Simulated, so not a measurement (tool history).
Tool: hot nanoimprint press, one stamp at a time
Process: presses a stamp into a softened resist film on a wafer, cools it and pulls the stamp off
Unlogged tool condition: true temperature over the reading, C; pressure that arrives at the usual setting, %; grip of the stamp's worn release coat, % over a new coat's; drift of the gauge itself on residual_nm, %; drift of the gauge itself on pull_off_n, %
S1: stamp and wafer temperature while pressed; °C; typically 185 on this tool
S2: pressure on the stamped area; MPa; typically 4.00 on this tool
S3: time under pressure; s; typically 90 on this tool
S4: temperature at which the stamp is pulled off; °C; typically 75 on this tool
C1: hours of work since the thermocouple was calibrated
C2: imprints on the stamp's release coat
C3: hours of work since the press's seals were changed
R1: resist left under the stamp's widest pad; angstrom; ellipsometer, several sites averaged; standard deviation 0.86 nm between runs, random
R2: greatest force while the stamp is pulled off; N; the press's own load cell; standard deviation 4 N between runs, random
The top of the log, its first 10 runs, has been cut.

{"run": 11, "hour": 102.5, "S1": 185, "S2": 4.0, "S3": 76, "S4": 75, "C1": 70, "C2": 857, "C3": 244, "R1": 1979, "R2": 264}
{"run": 12, "hour": 111.0, "S1": 185, "S2": 4.0, "S3": 76, "S4": 75, "C1": 74, "C2": 882, "C3": 248, "R1": 1975, "R2": 278}
{"run": 13, "hour": 119.0, "S1": 185, "S2": 4.0, "S3": 90, "S4": 75, "C1": 77, "C2": 906, "C3": 251, "R1": 1852, "R2": 273}
{"run": 14, "hour": 131.3, "S1": 185, "S2": 4.0, "S3": 90, "S4": 75, "C1": 82, "C2": 942, "C3": 256, "R1": 1853, "R2": 270}
{"run": 15, "hour": 146.9, "S1": 185, "S2": 4.0, "S3": 90, "S4": 75, "C1": 88, "C2": 989, "C3": 262, "R1": 1835, "R2": 283}
{"hour": 151.0, "done": "plate thermocouple calibrated"}
{"run": 16, "hour": 164.5, "S1": 185, "S2": 4.0, "S3": 90, "S4": 81, "C1": 6, "C2": 1032, "C3": 268, "R1": 1879, "R2": 261}
{"run": 17, "hour": 179.2, "S1": 194, "S2": 6.1, "S3": 91, "S4": 80, "C1": 12, "C2": 1076, "C3": 274, "R1": 1057, "R2": 267}
{"run": 18, "hour": 194.0, "S1": 185, "S2": 4.0, "S3": 67, "S4": 66, "C1": 18, "C2": 1120, "C3": 281, "R1": 2065, "R2": 318}
{"run": 19, "hour": 210.5, "S1": 194, "S2": 3.33, "S3": 169, "S4": 76, "C1": 25, "C2": 1169, "C3": 287, "R1": 1053, "R2": 307}
{"run": 20, "hour": 219.1, "S1": 194, "S2": 3.33, "S3": 169, "S4": 76, "C1": 28, "C2": 1194, "C3": 291, "R1": 1055, "R2": 300}
{"run": 21, "hour": 234.3, "S1": 196, "S2": 4.0, "S3": 90, "S4": 75, "C1": 34, "C2": 1240, "C3": 297, "R1": 1185, "R2": 315}
{"hour": 242.9, "done": "plate thermocouple calibrated, once more"}
{"run": 22, "hour": 251.1, "S1": 196, "S2": 4.0, "S3": 90, "S4": 75, "C1": 3, "C2": 1281, "C3": 303, "R1": 1145, "R2": 312}
{"run": 23, "hour": 262.9, "S1": 196, "S2": 4.0, "S3": 90, "S4": 75, "C1": 8, "C2": 1316, "C3": 308, "R1": 1157, "R2": 303}
{"run": 24, "hour": 271.0, "S1": 196, "S2": 4.0, "S3": 90, "S4": 75, "C1": 12, "C2": 1340, "C3": 311, "R1": 1164, "R2": 316}
{"run": 25, "hour": 282.9, "S1": 178, "S2": 4.0, "S3": 99, "S4": 75, "C1": 17, "C2": 1375, "C3": 316, "R1": 2321, "R2": 318}
{"run": 26, "hour": 297.2, "S1": 177, "S2": 4.9, "S3": 51, "S4": 63, "C1": 22, "C2": 1418, "C3": 322, "R1": 2687, "R2": 372}
{"run": 27, "hour": 308.9, "S1": 177, "S2": 4.9, "S3": 98, "S4": 66, "C1": 27, "C2": 1453, "C3": 327, "R1": 2297, "R2": 369}
{"run": 28, "hour": 322.5, "S1": 177, "S2": 4.9, "S3": 98, "S4": 66, "C1": 33, "C2": 1493, "C3": 332, "R1": 2294, "R2": 364}
{"run": 29, "hour": 331.8, "S1": 185, "S2": 4.0, "S3": 86, "S4": 70, "C1": 37, "C2": 1521, "C3": 336, "R1": 1876, "R2": 358}
{"run": 30, "hour": 346.2, "S1": 185, "S2": 4.02, "S3": 150, "S4": 82, "C1": 43, "C2": 1564, "C3": 342, "R1": 1513, "R2": 301}

Here are 3 independent what-if runs from the current tool condition. What would each one return?
{"run": "A", "hour": 361.9, "S1": 190, "S2": 4.0, "S3": 90, "S4": 75, "C1": 49, "C2": 1610, "C3": 349, "R1": "?", "R2": "?"}
{"run": "B", "hour": 361.9, "S1": 183, "S2": 4.02, "S3": 67, "S4": 77, "C1": 49, "C2": 1610, "C3": 349, "R1": "?", "R2": "?"}
{"run": "C", "hour": 361.9, "S1": 185, "S2": 2.75, "S3": 90, "S4": 75, "C1": 49, "C2": 1610, "C3": 349, "R1": "?", "R2": "?"}

run=A R1=1522 R2=342
run=B R1=2185 R2=323
run=C R1=2098 R2=336
With no hidden state in the tool, these same runs would have given:
run=A R1=1493 R2=198
run=B R1=2152 R2=187
run=C R1=2070 R2=193
